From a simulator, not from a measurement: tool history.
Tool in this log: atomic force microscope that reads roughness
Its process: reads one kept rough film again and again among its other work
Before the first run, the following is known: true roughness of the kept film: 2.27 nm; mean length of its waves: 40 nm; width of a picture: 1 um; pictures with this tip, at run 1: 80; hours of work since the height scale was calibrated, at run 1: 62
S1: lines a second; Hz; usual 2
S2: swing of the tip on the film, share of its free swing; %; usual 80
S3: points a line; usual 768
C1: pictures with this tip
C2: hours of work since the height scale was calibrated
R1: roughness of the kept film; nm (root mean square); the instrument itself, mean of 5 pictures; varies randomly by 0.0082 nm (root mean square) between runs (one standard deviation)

run 1 hour=0 | S1=2 S2=80 S3=768 | C1=80 C2=62 | R1=1.795
-- hour=13.6 new tip fitted
run 2 hour=16.8 | S1=2 S2=80 S3=768 | C1=5 C2=73 | R1=1.802
run 3 hour=40.6 | S1=2 S2=80 S3=338 | C1=47 C2=88 | R1=1.784
run 4 hour=60.7 | S1=2 S2=80 S3=768 | C1=82 C2=100 | R1=1.784
-- hour=74.9 new tip fitted
run 5 hour=82.5 | S1=2 S2=76 S3=768 | C1=13 C2=114 | R1=1.847
run 6 hour=104.8 | S1=2 S2=80 S3=768 | C1=52 C2=128 | R1=1.785
run 7 hour=131.5 | S1=2 S2=80 S3=768 | C1=99 C2=145 | R1=1.793
-- hour=134.2 new tip fitted
run 8 hour=154.8 | S1=2 S2=80 S3=768 | C1=36 C2=159 | R1=1.794
run 9 hour=175.2 | S1=2 S2=80 S3=768 | C1=72 C2=172 | R1=1.787
-- hour=193.6 new tip fitted
run 10 hour=203.2 | S1=2 S2=57 S3=768 | C1=17 C2=189 | R1=2.065
run 11 hour=218 | S1=2 S2=87 S3=768 | C1=43 C2=198 | R1=1.672
run 12 hour=234 | S1=2 S2=87 S3=768 | C1=71 C2=208 | R1=1.681
-- hour=252.8 new tip fitted
run 13 hour=254.1 | S1=2 S2=87 S3=768 | C1=2 C2=221 | R1=1.675
run 14 hour=266.5 | S1=2 S2=87 S3=768 | C1=24 C2=229 | R1=1.677
run 15 hour=287.6 | S1=2 S2=58 S3=768 | C1=61 C2=242 | R1=2.053
run 16 hour=310.3 | S1=2 S2=80 S3=768 | C1=101 C2=256 | R1=1.795
-- hour=312.4 new tip fitted
run 17 hour=331.6 | S1=2 S2=80 S3=768 | C1=34 C2=269 | R1=1.81
run 18 hour=358.4 | S1=2 S2=80 S3=768 | C1=81 C2=286 | R1=1.797
-- hour=373 new tip fitted
run 19 hour=383.9 | S1=2 S2=80 S3=768 | C1=19 C2=302 | R1=1.798
run 20 hour=404.6 | S1=2 S2=80 S3=768 | C1=56 C2=315 | R1=1.787
-- hour=432.1 new tip fitted
run 21 hour=432.3 | S1=2 S2=81 S3=768 | C1=0 C2=332 | R1=1.787
run 22 hour=452.6 | S1=2 S2=81 S3=768 | C1=36 C2=345 | R1=1.755
run 23 hour=470.5 | S1=2 S2=81 S3=768 | C1=67 C2=356 | R1=1.772
-- hour=491.3 new tip fitted
run 24 hour=495.4 | S1=2.76 S2=84 S3=795 | C1=7 C2=371 | R1=1.611
run 25 hour=507.9 | S1=2.76 S2=84 S3=795 | C1=29 C2=379 | R1=1.625
run 26 hour=525.4 | S1=2.76 S2=61 S3=795 | C1=60 C2=390 | R1=1.997
run 27 hour=548.9 | S1=0.81 S2=61 S3=931 | C1=101 C2=405 | R1=2.093
-- hour=551.8 new tip fitted
run 28 hour=562.7 | S1=2.46 S2=61 S3=768 | C1=19 C2=414 | R1=2.018
run 29 hour=584.5 | S1=2.46 S2=61 S3=768 | C1=57 C2=427 | R1=2
run 30 hour=596.8 | S1=3.39 S2=74 S3=768 | C1=79 C2=435 | R1=1.726
-- hour=612 new tip fitted
run 31 hour=623.2 | S1=2.03 S2=77 S3=567 | C1=19 C2=451 | R1=1.816
run 32 hour=646 | S1=2.03 S2=77 S3=567 | C1=59 C2=466 | R1=1.846
-- hour=671.8 new tip fitted
run 33 hour=673.1 | S1=2.03 S2=77 S3=567 | C1=2 C2=482 | R1=1.849
run 34 hour=696.1 | S1=1.48 S2=58 S3=773 | C1=42 C2=497 | R1=2.103
run 35 hour=707.9 | S1=1.48 S2=58 S3=773 | C1=63 C2=504 | R1=2.091
-- hour=731.7 new tip fitted
run 36 hour=731.7 | S1=0.57 S2=80 S3=499 | C1=0 C2=519 | R1=2.04
run 37 hour=750.1 | S1=0.57 S2=80 S3=499 | C1=33 C2=531 | R1=2.056
run 38 hour=769.9 | S1=0.57 S2=80 S3=718 | C1=67 C2=543 | R1=2.043
-- hour=792.5 new tip fitted
run 39 hour=798.2 | S1=2.91 S2=63 S3=521 | C1=10 C2=561 | R1=1.947
run 40 hour=815.9 | S1=2.91 S2=63 S3=328 | C1=41 C2=572 | R1=1.938
run 41 hour=835.5 | S1=2.91 S2=63 S3=328 | C1=76 C2=584 | R1=1.94
-- hour=851.9 new tip fitted
run 42 hour=854.7 | S1=2.91 S2=75 S3=278 | C1=4 C2=596 | R1=1.743
run 43 hour=871.5 | S1=2.52 S2=68 S3=278 | C1=34 C2=606 | R1=1.902
run 44 hour=887.5 | S1=0.57 S2=68 S3=540 | C1=62 C2=616 | R1=2.105
run 45 hour=901.8 | S1=0.57 S2=68 S3=540 | C1=87 C2=626 | R1=2.126

Describe how what the log doesn't record of the tool's condition differs between the last listed run preceding each entry between runs and the first listed run following it.
Logged between run 1 and run 2: new tip fitted (hour 13.6)
  radius of the tip, nm: 7.5 -> 7
Logged between run 4 and run 5: new tip fitted (hour 74.9)
  radius of the tip, nm: 7.5 -> 7.1; height scale over the true one, %: 0 -> -0.01
Logged between run 7 and run 8: new tip fitted (hour 134.2)
  radius of the tip, nm: 7.6 -> 7.2
Logged between run 9 and run 10: new tip fitted (hour 193.6)
  radius of the tip, nm: 7.4 -> 7.1
Logged between run 12 and run 13: new tip fitted (hour 252.8)
  radius of the tip, nm: 7.4 -> 7
Logged between run 16 and run 17: new tip fitted (hour 312.4)
  radius of the tip, nm: 7.6 -> 7.2
Logged between run 18 and run 19: new tip fitted (hour 373)
  radius of the tip, nm: 7.4 -> 7.1; height scale over the true one, %: -0.01 -> -0.02
Logged between run 20 and run 21: new tip fitted (hour 432.1)
  radius of the tip, nm: 7.3 -> 7
Logged between run 23 and run 24: new tip fitted (hour 491.3)
  radius of the tip, nm: 7.4 -> 7.1
Logged between run 27 and run 28: new tip fitted (hour 551.8)
  radius of the tip, nm: 7.6 -> 7.1
Logged between run 30 and run 31: new tip fitted (hour 612)
  radius of the tip, nm: 7.4 -> 7.1
Logged between run 32 and run 33: new tip fitted (hour 671.8)
  radius of the tip, nm: 7.3 -> 7
Logged between run 35 and run 36: new tip fitted (hour 731.7)
  radius of the tip, nm: 7.4 -> 7
Logged between run 38 and run 39: new tip fitted (hour 792.5)
  radius of the tip, nm: 7.4 -> 7.1
Logged between run 41 and run 42: new tip fitted (hour 851.9)
  radius of the tip, nm: 7.4 -> 7.1

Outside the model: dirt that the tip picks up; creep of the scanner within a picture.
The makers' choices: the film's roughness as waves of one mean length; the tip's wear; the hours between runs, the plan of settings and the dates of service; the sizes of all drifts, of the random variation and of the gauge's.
